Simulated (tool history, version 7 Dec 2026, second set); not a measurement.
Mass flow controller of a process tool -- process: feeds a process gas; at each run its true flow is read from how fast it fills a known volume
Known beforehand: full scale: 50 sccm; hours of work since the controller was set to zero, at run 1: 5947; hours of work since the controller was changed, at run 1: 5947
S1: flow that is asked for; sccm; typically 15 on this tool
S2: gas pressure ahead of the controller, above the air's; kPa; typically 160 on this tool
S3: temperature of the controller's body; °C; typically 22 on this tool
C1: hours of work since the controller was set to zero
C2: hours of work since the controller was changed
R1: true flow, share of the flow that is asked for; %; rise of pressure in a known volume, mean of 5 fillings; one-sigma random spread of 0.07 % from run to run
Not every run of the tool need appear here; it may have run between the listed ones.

| run | hour | S1 | S2 | S3 | C1 | C2 | R1 |
|---|---|---|---|---|---|---|---|
| 1 | 0 | 15 | 160 | 22 | 5947 | 5947 | 103.09 |
| 2 | 418.5 | 15 | 160 | 22 | 6090 | 6090 | 103.19 |
| 3 | 741.7 | 15 | 160 | 22 | 6200 | 6200 | 102.99 |
| 4 | 1021.1 | 15 | 160 | 22 | 6295 | 6295 | 103.3 |
| 5 | 1231.8 | 15 | 160 | 22 | 6367 | 6367 | 103.31 |
| 6 | 1565.8 | 15 | 160 | 22 | 6481 | 6481 | 103.29 |
| 7 | 1919.7 | 15 | 160 | 22 | 6602 | 6602 | 103.21 |
|  | 2343.6 | controller's zero set anew |
| 8 | 2408.7 | 15 | 160 | 22 | 22 | 6768 | 100.86 |
| 9 | 2789.9 | 15 | 173 | 22 | 152 | 6898 | 100.93 |
| 10 | 3244.9 | 15 | 173 | 22 | 307 | 7053 | 101 |
| 11 | 3472.1 | 15 | 173 | 22 | 385 | 7130 | 101 |
| 12 | 3943.5 | 15 | 173 | 22 | 545 | 7291 | 101.17 |
| 13 | 4332 | 15 | 160 | 22 | 678 | 7423 | 101.37 |
| 14 | 4541.7 | 15 | 160 | 22 | 749 | 7495 | 101.44 |
| 15 | 4951.2 | 14 | 160 | 22 | 888 | 7634 | 101.47 |
| 16 | 5338.8 | 14 | 160 | 22 | 1021 | 7766 | 101.5 |
| 17 | 5639.1 | 14 | 160 | 22 | 1123 | 7869 | 101.64 |
| 18 | 5967.4 | 14 | 160 | 22 | 1235 | 7981 | 101.6 |
| 19 | 6419.1 | 15 | 160 | 22 | 1389 | 8134 | 101.74 |
| 20 | 6830.6 | 15 | 160 | 22 | 1529 | 8275 | 101.99 |
| 21 | 7202.3 | 15 | 160 | 22 | 1655 | 8401 | 101.97 |
| 22 | 7487.5 | 15 | 160 | 22 | 1753 | 8498 | 102.03 |
| 23 | 7806.7 | 15 | 160 | 22 | 1861 | 8607 | 102.01 |
|  | 7854.7 | controller exchanged for a calibrated one |
| 24 | 8131.6 | 15 | 160 | 22 | 94 | 94 | 99.2 |
| 25 | 8330.5 | 13 | 160 | 22 | 162 | 162 | 99.16 |
| 26 | 8662.2 | 15 | 205 | 24 | 275 | 275 | 98.88 |
| 27 | 8940.5 | 15 | 205 | 24 | 370 | 370 | 98.89 |
| 28 | 9270.2 | 15 | 205 | 24 | 482 | 482 | 98.93 |
| 29 | 9752.2 | 36 | 254 | 21 | 647 | 647 | 99.73 |
| 30 | 10228.5 | 7 | 206 | 21 | 809 | 809 | 99.68 |
| 31 | 10719 | 7 | 206 | 21 | 976 | 976 | 99.69 |
| 32 | 11012.1 | 7 | 206 | 21 | 1076 | 1076 | 99.92 |
| 33 | 11379.1 | 20 | 160 | 22 | 1201 | 1201 | 99.98 |
| 34 | 11664.2 | 15 | 142 | 32 | 1298 | 1298 | 98.9 |
| 35 | 11913.9 | 6 | 239 | 29 | 1383 | 1383 | 99.39 |
| 36 | 12342.1 | 39 | 191 | 35 | 1529 | 1529 | 99.14 |
| 37 | 12637.1 | 15 | 160 | 34 | 1629 | 1629 | 98.89 |
| 38 | 12990.6 | 15 | 160 | 34 | 1750 | 1750 | 99.03 |
| 39 | 13258 | 15 | 160 | 34 | 1841 | 1841 | 99.04 |
| 40 | 13482.9 | 17 | 170 | 28 | 1918 | 1918 | 99.62 |
| 41 | 13739.7 | 18 | 144 | 36 | 2005 | 2005 | 99.13 |
| 42 | 14197.6 | 18 | 144 | 36 | 2161 | 2161 | 99.11 |
| 43 | 14596.5 | 15 | 150 | 20 | 2297 | 2297 | 100.79 |
| 44 | 14876.5 | 24 | 154 | 22 | 2392 | 2392 | 100.49 |
| 45 | 15121.7 | 15 | 165 | 22 | 2476 | 2476 | 100.54 |
| 46 | 15469.7 | 27 | 206 | 22 | 2595 | 2595 | 100.34 |
| 47 | 15941.2 | 11 | 198 | 26 | 2755 | 2755 | 100.49 |
| 48 | 16259.9 | 11 | 198 | 26 | 2864 | 2864 | 100.64 |

Consider 3 possible next runs. They are alternatives, not a sequence: every one starts from the tool as it was left by run 48. What does each give?
| A | 16662.9 | 7 | 197 | 33 | 3001 | 3001 | ? |
| B | 16662.9 | 27 | 222 | 38 | 3001 | 3001 | ? |
| C | 16662.9 | 36 | 168 | 31 | 3001 | 3001 | ? |

| run | R1 |
|---|---|
| A | 100.92 |
| B | 99.08 |
| C | 100.21 |
Stripped of hidden state, with their random variation kept, the same runs would have yielded:
| run | R1 |
|---|---|
| A | 97.57 |
| B | 97.77 |
| C | 99.07 |
